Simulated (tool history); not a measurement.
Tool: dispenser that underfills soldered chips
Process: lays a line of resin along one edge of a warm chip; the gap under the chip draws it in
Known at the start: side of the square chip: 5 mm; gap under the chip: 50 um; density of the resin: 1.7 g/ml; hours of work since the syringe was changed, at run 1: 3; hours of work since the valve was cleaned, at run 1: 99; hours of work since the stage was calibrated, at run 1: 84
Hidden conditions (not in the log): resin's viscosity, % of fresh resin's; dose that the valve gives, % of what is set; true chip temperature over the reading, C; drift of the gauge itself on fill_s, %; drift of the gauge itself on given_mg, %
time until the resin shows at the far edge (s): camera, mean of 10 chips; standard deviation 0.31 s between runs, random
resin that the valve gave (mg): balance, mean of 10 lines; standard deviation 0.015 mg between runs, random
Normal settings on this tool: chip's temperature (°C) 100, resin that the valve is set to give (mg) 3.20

run    day  chip's temperature (°C)  resin that the valve is set to give (mg)  hours of work since the syringe was changed  hours of work since the valve was cleaned  hours of work since the stage was calibrated  time until the resin shows at the far edge (s)  resin that the valve gave (mg)
  1  0.000                      100                                      3.20                                            3                                         99                                            84                                             9.5                            2.98
  2  0.225                      100                                      3.20                                            6                                        102                                            88                                            12.1                            2.98
     0.354  -- new syringe of resin
  3  0.450                      100                                      4.09                                            1                                        105                                            91                                             8.8                            3.80
     0.654  -- dispensing valve cleaned and set on the balance
  4  0.704                      100                                      4.09                                            5                                          1                                            94                                             9.8                            4.11
     0.917  -- new syringe of resin
  5  0.983                       88                                      3.20                                            1                                          5                                            99                                            13.9                            3.18
  6  1.267                       88                                      3.20                                            5                                          9                                           103                                            18.7                            3.14
     1.438  -- new syringe of resin
  7  1.542                       96                                      3.20                                            2                                         13                                           107                                            11.0                            3.15
  8  1.754                       98                                      3.20                                            5                                         17                                           110                                            11.8                            3.13
     1.950  -- new syringe of resin
  9  1.950                       98                                      3.20                                            0                                         20                                           113                                             8.6                            3.16
 10  2.133                       98                                      3.20                                            3                                         22                                           116                                            10.5                            3.11
 11  2.342                      105                                      2.97                                            6                                         26                                           119                                             9.7                            2.89
     2.471  -- new syringe of resin
 12  2.592                      105                                      2.97                                            2                                         29                                           123                                             7.7                            2.90
 13  2.729                      112                                      3.93                                            4                                         32                                           125                                             6.0                            3.81
 14  2.925                      112                                      3.93                                            7                                         35                                           128                                             7.4                            3.80
     2.988  -- new syringe of resin
 15  3.075                      108                                      3.83                                            1                                         37                                           130                                             6.0                            3.72
 16  3.338                      103                                      2.90                                            5                                         41                                           135                                            10.2                            2.84
     3.517  -- new syringe of resin
 17  3.583                      103                                      2.90                                            1                                         45                                           138                                             7.9                            2.80
 18  3.804                       97                                      3.78                                            5                                         48                                           142                                            11.2                            3.66

Below are 5 alternative next runs, each starting from the tool's condition after run 18. Predict each:
     4.038  -- new syringe of resin
  A  4.104                       96                                      3.91                                            1                                         52                                           146                                               ?                               ?
     4.038  -- new syringe of resin
  B  4.104                      111                                      3.00                                            1                                         52                                           146                                               ?                               ?
     4.038  -- new syringe of resin
  C  4.104                       98                                      2.72                                            1                                         52                                           146                                               ?                               ?
     4.038  -- new syringe of resin
  D  4.104                       95                                      3.41                                            1                                         52                                           146                                               ?                               ?
     4.038  -- new syringe of resin
  E  4.104                      100                                      3.54                                            1                                         52                                           146                                               ?                               ?

run  time until the resin shows at the far edge (s)  resin that the valve gave (mg)
  A                                            10.4                            3.76
  B                                             5.9                            2.87
  C                                            10.3                            2.62
  D                                            10.1                            3.27
  E                                             8.2                            3.40
The same runs, with their run-to-run variation unchanged, on a tool lacking any hidden condition would have given:
run  time until the resin shows at the far edge (s)  resin that the valve gave (mg)
  A                                             9.6                            3.92
  B                                             5.4                            2.99
  C                                             9.3                            2.72
  D                                             9.2                            3.41
  E                                             7.5                            3.54
